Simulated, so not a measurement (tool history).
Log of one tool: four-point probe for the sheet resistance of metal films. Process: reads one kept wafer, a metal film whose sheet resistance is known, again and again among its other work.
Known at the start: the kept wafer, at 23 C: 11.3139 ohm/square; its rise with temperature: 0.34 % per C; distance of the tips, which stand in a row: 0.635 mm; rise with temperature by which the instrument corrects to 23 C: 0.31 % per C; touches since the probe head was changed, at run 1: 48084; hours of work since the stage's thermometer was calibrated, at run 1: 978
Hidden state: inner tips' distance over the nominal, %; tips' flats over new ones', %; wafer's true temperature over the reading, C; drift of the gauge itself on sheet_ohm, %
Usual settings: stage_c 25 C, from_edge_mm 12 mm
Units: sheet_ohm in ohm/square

| run | hour | stage_c | from_edge_mm | touches since the probe head was changed | hours of work since the stage's thermometer was calibrated | sheet_ohm |
|---|---|---|---|---|---|---|
| 1 | 0 | 25 | 12 | 48084 | 978 | 11.342193 |
| 2 | 103.1 | 25 | 12 | 49395 | 1037 | 11.347137 |
| 3 | 195.8 | 25 | 12 | 50574 | 1089 | 11.342874 |
| 4 | 279.4 | 25 | 12 | 51639 | 1136 | 11.341383 |
| 5 | 395.9 | 25 | 12 | 53120 | 1202 | 11.345775 |
| 6 | 499.2 | 25 | 53 | 54435 | 1260 | 11.324255 |
| 7 | 600.3 | 25 | 12 | 55721 | 1318 | 11.344212 |
| 8 | 660 | 25 | 12 | 56481 | 1351 | 11.345663 |
| 9 | 729.5 | 25 | 12 | 57365 | 1391 | 11.344083 |
| 10 | 812.3 | 25 | 12 | 58418 | 1437 | 11.339905 |
| 11 | 926.8 | 25 | 12 | 59875 | 1502 | 11.337184 |
|  | 934.2 | stage's thermometer calibrated |
| 12 | 1030.3 | 25 | 12 | 61186 | 54 | 11.343105 |
| 13 | 1121.7 | 25 | 12 | 62349 | 106 | 11.342218 |
| 14 | 1221.3 | 25 | 29 | 63615 | 162 | 11.325486 |
| 15 | 1338 | 25 | 55 | 65100 | 228 | 11.331214 |
| 16 | 1447.4 | 22 | 57 | 66493 | 290 | 11.315813 |
| 17 | 1537.9 | 22 | 57 | 67644 | 341 | 11.315764 |
| 18 | 1588.6 | 22 | 57 | 68288 | 370 | 11.313178 |
|  | 1657.7 | stage's thermometer calibrated, once more |
| 19 | 1680.1 | 19 | 24 | 69447 | 13 | 11.298708 |
| 20 | 1742.9 | 19 | 19 | 70246 | 48 | 11.300243 |
| 21 | 1855.4 | 20 | 5 | 71677 | 112 | 11.39522 |
| 22 | 1920.3 | 20 | 5 | 72502 | 148 | 11.395419 |
| 23 | 2002.1 | 25 | 47 | 73543 | 195 | 11.311069 |
| 24 | 2116.7 | 25 | 47 | 75001 | 260 | 11.311777 |
| 25 | 2232.7 | 25 | 47 | 76477 | 325 | 11.309532 |
| 26 | 2356.7 | 27 | 12 | 78054 | 395 | 11.333377 |
| 27 | 2421 | 27 | 12 | 78873 | 432 | 11.334966 |
| 28 | 2547.1 | 31 | 26 | 80477 | 503 | 11.331954 |
| 29 | 2618.7 | 31 | 26 | 81389 | 543 | 11.329753 |
| 30 | 2730.6 | 34 | 17 | 82812 | 607 | 11.347608 |

3 ways to go on from here, each from the tool as it stands after run 30. What would each give?
| A | 2821 | 26 | 8 | 83962 | 658 | ? |
| B | 2821 | 21 | 32 | 83962 | 658 | ? |
| C | 2821 | 22 | 10 | 83962 | 658 | ? |

| run | sheet_ohm |
|---|---|
| A | 11.353166 |
| B | 11.297758 |
| C | 11.319971 |
Without the tool's hidden state the same runs would have given:
| run | sheet_ohm |
|---|---|
| A | 11.364314 |
| B | 11.308803 |
| C | 11.331046 |
